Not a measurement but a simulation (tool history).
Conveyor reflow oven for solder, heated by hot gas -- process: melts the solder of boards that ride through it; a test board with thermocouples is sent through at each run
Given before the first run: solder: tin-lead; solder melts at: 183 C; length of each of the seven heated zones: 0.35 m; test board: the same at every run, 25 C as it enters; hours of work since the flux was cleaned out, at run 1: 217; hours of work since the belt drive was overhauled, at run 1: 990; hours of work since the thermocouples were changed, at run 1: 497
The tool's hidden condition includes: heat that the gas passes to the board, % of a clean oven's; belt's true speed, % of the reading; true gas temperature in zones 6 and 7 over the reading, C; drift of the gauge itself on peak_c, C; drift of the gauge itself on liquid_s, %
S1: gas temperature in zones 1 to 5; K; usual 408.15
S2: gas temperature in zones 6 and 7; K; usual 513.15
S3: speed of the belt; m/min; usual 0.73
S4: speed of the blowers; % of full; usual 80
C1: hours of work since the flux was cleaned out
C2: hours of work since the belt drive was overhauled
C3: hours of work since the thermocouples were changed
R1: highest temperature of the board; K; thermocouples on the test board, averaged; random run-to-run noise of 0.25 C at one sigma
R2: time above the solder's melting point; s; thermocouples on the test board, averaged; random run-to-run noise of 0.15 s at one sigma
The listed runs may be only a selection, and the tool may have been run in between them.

run,day,S1,S2,S3,S4,C1,C2,C3,R1,R2
1,0,408.15,513.15,0.73,80,217,990,497,497.45,46.3
2,0.771,408.15,513.15,0.73,80,229,1003,510,496.55,46.5
3,2.279,408.15,513.15,0.73,80,253,1027,534,496.65,46.3
4,3.458,408.15,513.15,0.73,80,273,1046,553,496.15,46.4
5,4.512,408.15,513.15,0.73,80,290,1063,570,496.95,46.2
6,5.629,408.15,513.15,0.73,80,308,1081,588,496.45,46
7,6.771,408.15,513.15,0.73,80,326,1100,607,496.55,46.2
8,8.258,415.15,513.15,0.73,80,350,1124,631,497.15,48.5
9,9.008,415.15,513.15,0.73,80,362,1136,643,497.05,48.4
10,10.608,415.15,513.15,0.73,80,388,1162,669,496.65,48.7
# day 11.25: flux residue cleaned out of gas plates and filters
11,12.258,415.15,513.15,0.73,80,16,1185,692,501.25,50.2
12,13.171,415.15,513.15,0.73,80,31,1200,707,500.45,50.2
13,14.483,415.15,513.15,0.73,80,52,1221,728,500.65,50.3
14,15.525,415.15,513.15,0.73,80,69,1238,745,500.35,50
15,17.138,408.15,513.15,0.766,80,95,1264,771,497.25,44.7
16,18.138,394.15,509.15,0.866,59,111,1280,787,477.35,23.8
17,19.646,394.15,509.15,0.866,59,136,1304,811,476.95,23.5
18,21.008,394.15,509.15,0.866,59,158,1326,833,476.55,23.4
19,21.896,399.15,510.15,0.694,84,172,1341,848,497.55,47.2
20,23.258,395.15,509.15,0.744,75,194,1363,870,491.25,39.1
21,24.458,416.15,517.15,0.617,72,213,1382,889,506.05,62.7
22,25.267,416.15,517.15,0.617,72,226,1395,902,506.25,62.8
23,26.721,418.15,518.15,0.73,54,250,1419,926,494.65,47.8
24,27.508,408.15,523.15,0.754,68,263,1431,939,501.55,47.2
25,28.479,408.15,523.15,0.754,68,278,1447,954,501.25,47.1
26,29.242,408.15,513.15,0.73,56,291,1459,967,489.25,41.4
27,30.225,408.15,510.15,0.865,56,307,1475,982,478.95,27.4
28,31.712,408.15,512.15,0.73,61,331,1499,1006,489.85,42.5
29,33.108,408.15,507.15,0.779,61,353,1522,1029,483.25,34.9
30,34.079,408.15,507.15,0.779,61,369,1538,1045,483.35,34.7

Predict each of these 3 candidate next runs independently; none follows another, all start after run 30:
# day 34.829: thermocouples of zones 6 and 7 changed
A,35.512,417.15,502.15,0.73,90,391,1559,11,?,?
# day 34.829: thermocouples of zones 6 and 7 changed
B,35.512,408.15,527.15,0.779,80,391,1559,11,?,?
# day 34.829: thermocouples of zones 6 and 7 changed
C,35.512,400.15,513.15,0.73,80,391,1559,11,?,?

run,R1,R2
A,488.65,44.9
B,503.85,46.7
C,492.65,42.7
With no hidden state in the tool, these same runs would have given:
run,R1,R2
A,491.65,46.1
B,507.85,47.3
C,496.35,44.1
